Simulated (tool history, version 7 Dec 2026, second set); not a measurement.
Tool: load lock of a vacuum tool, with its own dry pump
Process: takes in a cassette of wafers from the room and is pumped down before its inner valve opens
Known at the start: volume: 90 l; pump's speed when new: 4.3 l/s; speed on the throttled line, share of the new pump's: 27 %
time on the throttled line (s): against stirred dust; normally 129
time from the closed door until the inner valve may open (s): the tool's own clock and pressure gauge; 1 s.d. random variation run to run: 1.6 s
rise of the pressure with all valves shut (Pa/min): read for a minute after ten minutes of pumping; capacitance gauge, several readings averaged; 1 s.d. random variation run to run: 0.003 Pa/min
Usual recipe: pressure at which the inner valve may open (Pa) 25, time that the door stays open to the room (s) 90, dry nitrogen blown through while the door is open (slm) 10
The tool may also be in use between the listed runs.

run,day,time on the throttled line (s),pressure at which the inner valve may open (Pa),time that the door stays open to the room (s),dry nitrogen blown through while the door is open (slm),"incoming humidity of the room's air, %",time from the closed door until the inner valve may open (s),rise of the pressure with all valves shut (Pa/min)
1,0.000,129,25,90,10,43.6,281.7,0.624
# day 5.600: door's seal changed, seat wiped
2,6.708,129,25,90,10,45.3,285.0,0.053
3,18.196,101,25,90,10,48.7,265.8,0.061
4,30.642,101,25,90,10,42.4,265.9,0.059
5,41.775,101,25,90,10,45.0,267.8,0.072
6,50.100,101,25,90,10,42.1,268.5,0.072
7,58.233,101,25,90,10,42.1,268.5,0.082
8,64.617,101,25,90,10,49.9,270.3,0.098
9,71.171,101,25,90,10,42.3,267.4,0.098
10,80.908,101,25,90,10,43.1,270.5,0.112
11,92.888,101,25,90,10,45.7,271.8,0.127
12,103.521,129,25,90,33,45.9,291.7,0.126
13,114.621,129,25,90,33,45.5,294.6,0.134
14,127.771,64,25,90,5,45.2,247.7,0.189
15,139.388,155,25,90,24,44.5,309.8,0.175
16,152.254,129,25,45,10,50.2,295.7,0.192
17,161.512,112,25,45,8,47.1,284.6,0.210
18,170.342,129,23,90,37,43.4,296.8,0.227
19,178.696,197,25,90,10,43.9,340.0,0.264
20,188.571,89,22,90,10,43.7,274.4,0.273
21,195.471,89,22,37,18,44.7,276.4,0.258
22,205.408,184,22,72,18,46.3,339.2,0.305
23,212.900,167,42,68,6,44.1,313.5,0.325
24,226.517,151,25,30,10,46.1,317.0,0.340

Each row is a separate what-if for the run after 24, all from the same tool condition, not one after another. Results?
A,233.033,151,29,30,10,44.4,?,?
B,233.033,151,49,43,10,44.1,?,?
C,233.033,151,48,29,10,44.1,?,?
D,233.033,203,41,73,10,47.5,?,?
E,233.033,178,26,62,10,42.0,?,?

run,time from the closed door until the inner valve may open (s),rise of the pressure with all valves shut (Pa/min)
A,314.6,0.357
B,297.9,0.357
C,301.1,0.350
D,337.8,0.375
E,330.2,0.361
Stripped of hidden state, with their random variation kept, the same runs would have yielded:
run,time from the closed door until the inner valve may open (s),rise of the pressure with all valves shut (Pa/min)
A,282.8,0.025
B,269.1,0.026
C,272.0,0.023
D,311.4,0.042
E,300.4,0.038
